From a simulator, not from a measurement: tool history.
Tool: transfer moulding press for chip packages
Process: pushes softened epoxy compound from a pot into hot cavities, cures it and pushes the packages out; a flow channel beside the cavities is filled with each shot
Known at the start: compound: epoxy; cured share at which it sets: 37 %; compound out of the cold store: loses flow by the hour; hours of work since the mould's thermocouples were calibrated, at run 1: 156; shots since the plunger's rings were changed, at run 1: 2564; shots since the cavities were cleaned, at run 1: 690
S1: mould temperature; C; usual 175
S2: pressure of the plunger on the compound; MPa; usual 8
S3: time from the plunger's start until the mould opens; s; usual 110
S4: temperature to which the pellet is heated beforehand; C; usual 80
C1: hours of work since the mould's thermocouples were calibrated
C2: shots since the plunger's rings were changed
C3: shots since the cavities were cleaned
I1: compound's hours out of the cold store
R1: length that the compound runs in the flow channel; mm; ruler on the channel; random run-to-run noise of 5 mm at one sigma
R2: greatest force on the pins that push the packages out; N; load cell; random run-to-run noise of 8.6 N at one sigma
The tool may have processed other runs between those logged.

run   hour   S1    S2   S3  S4   C1    C2   C3    I1   R1    R2
  1      0  175     8  110  80  156  2564  690  38.1  634   684
  2    5.9  176     8  110  80  159  2619  745  12.5  692   716
  3   13.4  176     8  110  80  164  2689  815  27.8  648   699
      17.4  -- cavities cleaned with cleaning compound and waxed
  4   20.8  175     8  116  80  167  2744   32  35.2  632   374
  5   27.1  175     8  110  80  171  2803   91  38.9  622   457
  6   37.1  175     8  110  80  176  2896  184  32.9  638   498
  7   46.7  175     8  105  80  182  2985  273  42.6  611   572
  8   56.5  175     8  110  80  187  3076  364  21.7  665   621
  9   68.1  175     8  110  80  194  3184  472  29.5  643   618
      75.6  -- plunger's sealing rings changed
 10     78  175     8  110  80  198    21  540    33  683   617
 11   90.6  175     8  110  80  205   139  658  11.2  737   702
 12   96.7  179     8  110  80  209   196  715  15.7  710   576
 13  103.1  179     8  110  80  212   255  774  29.6  673   589
     111.7  -- cavities cleaned with cleaning compound and waxed
 14  115.3  175     8  110  73  218   355   34  21.1  706   450
 15    122  175     8  133  75  222   417   96   8.8  739   360
     125.2  -- mould's thermocouples calibrated
 16  130.5  175     8  129  73    3   478  157  12.3  735   407
 17  141.9  175  7.57  107  73    9   583  262  33.5  648   582
 18    154  175  7.57  108  87   16   696  375  20.8  678   619
 19  160.9  175  7.57  108  87   20   760  439  16.9  687   645
 20  169.5  176     8   91  81   25   841  520  24.9  682   954
 21  178.6  176     8   91  81   30   925  604  20.6  696  1035
 22  191.1  176     8  104  77   37  1042  721  21.3  696   789
     199.3  -- mould's thermocouples calibrated, once more
 23  202.1  173     8  126  77    2  1125  804  17.6  706   649
     206.5  -- cavities cleaned with cleaning compound and waxed
 24  212.3  173     8  126  77    6  1206   53  30.5  671   399
 25  220.2  172     8  126  89   11  1280  127  33.4  669   421
 26  232.7  174  6.93  110  80   18  1397  244  33.6  618   552
 27  239.6  174  6.93  110  80   22  1460  307  42.2  599   593
 28  250.4  175   6.6  110  71   28  1561  408    29  604   603

Here are 5 independent what-if runs from the current tool condition. What would each one return?
  A  263.4  175   6.6  137  84  35  1682  529  12.4   ?   ?
  B  263.4  169  6.23   96  80  35  1682  529    33   ?   ?
  C  263.4  175   6.6  127  75  35  1682  529    12   ?   ?
  D  263.4  175   9.4   97  74  35  1682  529  15.3   ?   ?
  E  263.4  167  8.95  110  73  35  1682  529  47.6   ?   ?

run   R1    R2
  A  643   484
  B  593  1327
  C  648   521
  D  756   906
  E  679  1118
Take away the tool's hidden state, keep each run's random variation, and the runs would have read:
run   R1   R2
  A  665  297
  B  613  809
  C  670  317
  D  782  552
  E  703  682
